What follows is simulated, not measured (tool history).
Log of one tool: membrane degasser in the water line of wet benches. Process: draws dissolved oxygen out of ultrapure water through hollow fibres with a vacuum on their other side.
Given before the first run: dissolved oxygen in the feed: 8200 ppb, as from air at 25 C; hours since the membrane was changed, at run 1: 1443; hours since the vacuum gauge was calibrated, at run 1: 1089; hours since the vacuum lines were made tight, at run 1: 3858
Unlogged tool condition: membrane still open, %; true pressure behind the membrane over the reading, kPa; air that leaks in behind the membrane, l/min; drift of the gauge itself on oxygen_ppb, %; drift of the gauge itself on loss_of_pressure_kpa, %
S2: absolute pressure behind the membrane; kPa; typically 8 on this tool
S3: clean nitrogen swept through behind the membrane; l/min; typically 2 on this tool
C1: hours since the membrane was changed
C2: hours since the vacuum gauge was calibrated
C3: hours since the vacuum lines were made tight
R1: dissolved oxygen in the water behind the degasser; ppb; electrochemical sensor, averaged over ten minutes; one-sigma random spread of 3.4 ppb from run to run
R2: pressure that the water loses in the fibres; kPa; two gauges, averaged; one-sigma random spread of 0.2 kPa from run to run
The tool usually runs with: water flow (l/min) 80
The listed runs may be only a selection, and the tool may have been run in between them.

Run 1, day 0: usual settings; C1 1443; C2 1089; C3 3858. Result: R1 392.4 ppb, R2 47 kPa.
Run 2, day 13.821: usual settings; C1 1775; C2 1421; C3 4189. Result: R1 393.1 ppb, R2 46.62 kPa.
Run 3, day 23.083: usual settings; C1 1997; C2 1643; C3 4412. Result: R1 396.5 ppb, R2 46.79 kPa.
Run 4, day 31.104: usual settings; C1 2190; C2 1836; C3 4604. Result: R1 394.7 ppb, R2 46.54 kPa.
Run 5, day 38.312: usual settings; C1 2363; C2 2009; C3 4777. Result: R1 394.7 ppb, R2 46.6 kPa.
At day 39.475: seals of the vacuum lines changed.
Run 6, day 50.15: usual settings but S2 6.77 kPa; C1 2645; C2 2291; C3 256. Result: R1 303.7 ppb, R2 46.78 kPa.
Run 7, day 59.375: usual settings but S2 6.77 kPa; C1 2866; C2 2512; C3 478. Result: R1 307.7 ppb, R2 46.97 kPa.
Run 8, day 66.683: usual settings but S2 6.77 kPa; C1 3041; C2 2688; C3 653. Result: R1 307.4 ppb, R2 47.43 kPa.
Run 9, day 76.092: usual settings but S2 6.77 kPa; C1 3267; C2 2914; C3 879. Result: R1 311 ppb, R2 47.24 kPa.
Run 10, day 86.45: usual settings; C1 3516; C2 3162; C3 1127. Result: R1 405.8 ppb, R2 47.35 kPa.
Run 11, day 100.404: usual settings but water flow (l/min) 51; C1 3851; C2 3497; C3 1462. Result: R1 269.8 ppb, R2 29.96 kPa.
Run 12, day 115.362: usual settings but water flow (l/min) 51; C1 4210; C2 3856; C3 1821. Result: R1 268.7 ppb, R2 30.09 kPa.
Run 13, day 128.629: usual settings but water flow (l/min) 51; C1 4528; C2 4174; C3 2140. Result: R1 276.2 ppb, R2 30.35 kPa.
Run 14, day 141.633: usual settings; C1 4840; C2 4487; C3 2452. Result: R1 415.3 ppb, R2 47.77 kPa.
Run 15, day 147.692: usual settings; C1 4986; C2 4632; C3 2597. Result: R1 408.8 ppb, R2 47.39 kPa.
Run 16, day 158.571: usual settings but water flow (l/min) 49; C1 5247; C2 4893; C3 2858. Result: R1 263.8 ppb, R2 29.46 kPa.
Run 17, day 165.342: usual settings but water flow (l/min) 49; C1 5409; C2 5056; C3 3021. Result: R1 266.9 ppb, R2 29.12 kPa.
Run 18, day 177.121: usual settings but water flow (l/min) 74, S2 6.3 kPa, S3 4.91 l/min; C1 5692; C2 5338; C3 3304. Result: R1 133.6 ppb, R2 44.44 kPa.
Run 19, day 188.008: usual settings but water flow (l/min) 74, S2 14.59 kPa, S3 4.84 l/min; C1 5953; C2 5600; C3 3565. Result: R1 413.7 ppb, R2 44.52 kPa.
Run 20, day 197.846: usual settings but water flow (l/min) 85, S2 9.46 kPa, S3 3.64 l/min; C1 6189; C2 5836; C3 3801. Result: R1 357.5 ppb, R2 50.93 kPa.
At day 208.146: vacuum gauge calibrated.
Run 21, day 212.538: usual settings but water flow (l/min) 104, S3 5.73 l/min; C1 6541; C2 105; C3 4153. Result: R1 253.3 ppb, R2 62.57 kPa.
Run 22, day 225.154: usual settings but water flow (l/min) 104, S2 6.44 kPa, S3 4.18 l/min; C1 6844; C2 408; C3 4456. Result: R1 233 ppb, R2 63.27 kPa.
Run 23, day 232.175: usual settings but water flow (l/min) 48, S3 4.53 l/min; C1 7013; C2 577; C3 4624. Result: R1 122.5 ppb, R2 29.27 kPa.
At day 239.842: seals of the vacuum lines changed.
Run 24, day 246.2: usual settings but water flow (l/min) 83, S3 0.85 l/min; C1 7347; C2 911; C3 153. Result: R1 724.1 ppb, R2 50.19 kPa.
Run 25, day 257.454: usual settings but water flow (l/min) 126, S2 11.43 kPa, S3 0.81 l/min; C1 7617; C2 1181; C3 423. Result: R1 1552.5 ppb, R2 76.8 kPa.
Run 26, day 267.85: usual settings but water flow (l/min) 126, S2 11.43 kPa, S3 0.81 l/min; C1 7867; C2 1431; C3 672. Result: R1 1532.7 ppb, R2 76.89 kPa.
Run 27, day 278.758: usual settings but water flow (l/min) 50, S2 6.63 kPa; C1 8129; C2 1693; C3 934. Result: R1 191.6 ppb, R2 30.48 kPa.
Run 28, day 286: usual settings but water flow (l/min) 59, S2 6.63 kPa, S3 5.2 l/min; C1 8303; C2 1867; C3 1108. Result: R1 103.2 ppb, R2 35.96 kPa.
Run 29, day 299.196: usual settings but water flow (l/min) 59, S2 6.63 kPa, S3 5.2 l/min; C1 8619; C2 2183; C3 1425. Result: R1 103.7 ppb, R2 36.18 kPa.
Run 30, day 312.429: usual settings but water flow (l/min) 59, S2 6.63 kPa, S3 5.2 l/min; C1 8937; C2 2501; C3 1742. Result: R1 102.1 ppb, R2 36.19 kPa.
Run 31, day 326.396: usual settings but S2 10.28 kPa, S3 1.77 l/min; C1 9272; C2 2836; C3 2077. Result: R1 630.9 ppb, R2 48.78 kPa.
Run 32, day 338.254: usual settings but water flow (l/min) 100, S2 10.28 kPa, S3 1.77 l/min; C1 9557; C2 3121; C3 2362. Result: R1 770 ppb, R2 61.11 kPa.

Measured minus without-hidden-state, run by run (identical run-to-run variation in each term; gauge scatter may differ):
run     R1     R2
  1   +6.5  +0.45
  2     +8  +0.53
  3     +9   +0.6
  4   +9.8  +0.65
  5  +10.7   +0.7
  6  +11.8  +0.78
  7  +13.1  +0.85
  8  +13.8  +0.91
  9    +15  +0.98
 10    +16  +1.05
 11  +11.3  +0.73
 12  +12.3  +0.81
 13  +13.6  +0.86
 14  +22.4  +1.45
 15  +22.7  +1.48
 16  +15.2  +0.96
 17  +15.8  +0.99
 18  +13.9  +1.58
 19  +15.4  +1.66
 20  +22.2  +1.97
 21  +13.8  +2.54
 22  +15.5  +2.69
 23   +3.9  +1.27
 24  +18.4  +2.32
 25  +31.7  +3.64
 26  +33.3  +3.77
 27   +8.3  +1.54
 28   +6.4  +1.86
 29     +7  +1.95
 30   +7.4  +2.01
 31  +22.6  +2.82
 32  +32.9  +3.63

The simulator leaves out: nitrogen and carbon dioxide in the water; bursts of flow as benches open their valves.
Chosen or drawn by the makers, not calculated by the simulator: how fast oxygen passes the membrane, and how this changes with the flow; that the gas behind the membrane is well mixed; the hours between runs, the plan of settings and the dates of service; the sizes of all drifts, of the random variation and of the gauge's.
